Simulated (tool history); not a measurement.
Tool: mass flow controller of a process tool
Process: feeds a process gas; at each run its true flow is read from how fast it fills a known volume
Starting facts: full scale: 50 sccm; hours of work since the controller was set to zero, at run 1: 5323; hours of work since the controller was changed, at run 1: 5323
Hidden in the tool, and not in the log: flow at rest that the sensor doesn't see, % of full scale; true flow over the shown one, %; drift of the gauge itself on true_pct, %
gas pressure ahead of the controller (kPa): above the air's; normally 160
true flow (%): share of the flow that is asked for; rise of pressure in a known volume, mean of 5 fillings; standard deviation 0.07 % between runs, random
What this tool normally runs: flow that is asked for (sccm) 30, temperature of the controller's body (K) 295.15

run	hour	flow that is asked for (sccm)	gas pressure ahead of the controller (kPa)	temperature of the controller's body (K)	hours of work since the controller was set to zero	hours of work since the controller was changed	true flow (%)
1	0.0	30	160	295.15	5323	5323	101.96
2	139.7	30	160	295.15	5410	5410	101.84
3	339.5	30	160	295.15	5536	5536	102.01
4	575.9	30	160	295.15	5684	5684	102.03
5	716.3	30	160	295.15	5772	5772	102.20
6	862.6	30	160	295.15	5864	5864	102.06
7	963.0	30	160	295.15	5927	5927	102.26
8	1193.8	30	160	295.15	6072	6072	102.29
9	1327.0	30	269	295.15	6155	6155	101.62
10	1520.5	30	190	295.15	6277	6277	102.31
11	1646.4	16	160	295.15	6356	6356	103.28
12	1865.6	30	160	295.15	6493	6493	102.39
13	1986.1	30	160	295.15	6569	6569	102.66
14	2221.8	30	160	295.15	6717	6717	102.48
15	2393.5	30	160	306.15	6825	6825	102.11
16	2615.6	30	160	306.15	6964	6964	102.33
17	2768.0	30	160	306.15	7060	7060	102.36
18	2963.1	30	160	306.15	7182	7182	102.27
19	3091.7	24	160	295.15	7263	7263	103.09
20	3208.5	24	160	295.15	7336	7336	103.09
21	3401.3	24	160	295.15	7457	7457	103.07
22	3602.3	24	160	295.15	7583	7583	103.30
23	3764.5	24	160	295.15	7685	7685	103.23
24	3871.3	24	158	295.15	7752	7752	103.26
25	4079.7	29	214	299.15	7883	7883	102.70
26	4286.8	30	249	298.15	8013	8013	102.53
27	4394.0	6	143	294.15	8080	8080	111.17
28	4571.3	12	239	295.15	8191	8191	105.23
29	4721.3	12	239	295.15	8285	8285	105.37
# hour 4802.9: controller's zero set anew
30	4957.8	22	254	295.15	97	8433	100.11
31	5104.6	14	232	297.15	189	8526	99.65
32	5247.2	7	265	298.15	279	8615	99.49
33	5406.8	8	160	312.15	379	8715	99.53
34	5597.9	8	160	312.15	499	8835	99.75
35	5754.7	8	160	312.15	597	8934	99.82
36	5971.8	49	195	304.15	734	9070	101.94
37	6148.0	10	181	298.15	844	9180	100.68
38	6321.8	10	142	298.15	953	9289	101.15
39	6504.2	27	244	312.15	1068	9404	100.24
40	6649.8	27	244	312.15	1159	9495	100.19
41	6794.4	24	228	295.15	1250	9586	101.03
42	6934.7	28	196	303.15	1338	9674	101.11
43	7172.6	28	196	309.15	1487	9823	100.99
44	7350.4	6	274	295.15	1599	9935	101.77
45	7565.1	30	192	293.15	1733	10070	101.83
46	7758.3	30	236	297.15	1855	10191	101.49
47	7868.8	30	145	302.15	1924	10260	101.79

For each run, the measured value with the value that run would have given without the tool's hidden condition subtracted. The run-to-run variation is shared by both, the gauge scatter possibly not:
run	true flow (%)
1	+2.66
2	+2.71
3	+2.78
4	+2.85
5	+2.90
6	+2.94
7	+2.98
8	+3.06
9	+3.10
10	+3.17
11	+4.79
12	+3.27
13	+3.32
14	+3.39
15	+3.45
16	+3.52
17	+3.57
18	+3.63
19	+4.19
20	+4.23
21	+4.30
22	+4.37
23	+4.42
24	+4.47
25	+4.07
26	+4.06
27	+13.25
28	+7.63
29	+7.73
30	+1.96
31	+2.07
32	+2.38
33	+2.45
34	+2.60
35	+2.75
36	+2.18
37	+2.87
38	+2.99
39	+2.48
40	+2.53
41	+2.63
42	+2.62
43	+2.70
44	+4.67
45	+2.79
46	+2.85
47	+2.88

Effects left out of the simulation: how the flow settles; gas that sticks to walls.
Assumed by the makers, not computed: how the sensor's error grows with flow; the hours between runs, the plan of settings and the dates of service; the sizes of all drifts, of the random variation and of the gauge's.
